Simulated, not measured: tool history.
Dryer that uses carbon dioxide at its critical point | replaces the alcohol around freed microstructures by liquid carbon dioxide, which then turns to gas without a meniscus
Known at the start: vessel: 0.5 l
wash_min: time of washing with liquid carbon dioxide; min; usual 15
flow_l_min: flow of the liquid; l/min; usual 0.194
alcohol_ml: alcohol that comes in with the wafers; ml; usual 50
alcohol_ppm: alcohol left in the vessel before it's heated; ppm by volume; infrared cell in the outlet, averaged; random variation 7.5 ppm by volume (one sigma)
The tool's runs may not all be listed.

run,hour,wash_min,flow_l_min,alcohol_ml,alcohol_ppm
1,0,15,0.194,50,660
2,55,15,0.194,50,689
3,93.2,15,0.194,50,714
4,147.1,15,0.194,50,764
5,201.6,15,0.194,50,851
6,233.4,15,0.194,80,1294
# hour 266.1: inlet filter changed
7,290.9,15,0.179,50,742
8,346.5,24,0.179,50,190
9,395.1,24,0.179,50,199
10,430.5,24,0.179,50,216
11,467.3,24,0.179,50,218
12,508.7,24,0.179,50,225
13,551.1,10,0.269,49,975
14,596.1,14,0.194,79,1499
15,639.3,14,0.194,79,1541
16,684.3,19,0.289,92,231
17,739.2,19,0.289,92,233
18,787.8,19,0.289,92,251
# hour 813: inlet filter changed
19,830.1,15,0.205,112,860
# hour 869: purifier's bed changed
20,886.7,17,0.194,50,203
21,936.9,10,0.283,44,462
22,969,14,0.194,50,683
23,1020.4,15,0.284,50,68
24,1054.3,15,0.284,50,75

3 ways to go on from here, each from the tool as it stands after run 24. What would each give?
A,1109.3,15,0.194,116,?
B,1109.3,15,0.245,66,?
C,1109.3,20,0.127,20,?

run,alcohol_ppm
A,1296
B,238
C,471
Without the tool's hidden state the same runs would have given:
run,alcohol_ppm
A,838
B,125
C,306
